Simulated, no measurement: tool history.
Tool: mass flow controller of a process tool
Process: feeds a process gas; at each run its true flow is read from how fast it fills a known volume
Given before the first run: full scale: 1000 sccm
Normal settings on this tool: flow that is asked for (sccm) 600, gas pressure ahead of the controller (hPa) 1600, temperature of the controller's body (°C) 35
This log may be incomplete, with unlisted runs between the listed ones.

run	hour	flow that is asked for (sccm)	gas pressure ahead of the controller (hPa)	temperature of the controller's body (°C)	true flow (%)
1	0	600	1600	35	98.04
2	355.3	600	2070	35	98.07
3	642	600	2070	35	97.98
4	869.6	600	2070	35	98.04
5	1101.9	600	2070	25	98.51
6	1571.6	600	2420	35	97.95
7	1879.9	324	2200	35	97.29
# hour 1907.5: controller's zero set anew
8	2155.9	324	2200	35	97.38
9	2487	295	2200	35	97.4
10	2741.7	458	1600	30	97.9
11	3060.8	206	2670	21	98.39
12	3319.8	120	1410	20	99.6

Predict each of these 3 candidate next runs independently; none follows another, all start after run 12:
A	3776.7	247	2030	24	?
B	3776.7	120	1410	22	?
C	3776.7	120	1410	35	?

run	true flow (%)
A	98.19
B	99.57
C	98.79
What these runs would have given with no unlogged condition in the tool:
run	true flow (%)
A	97.49
B	97.38
C	96.6
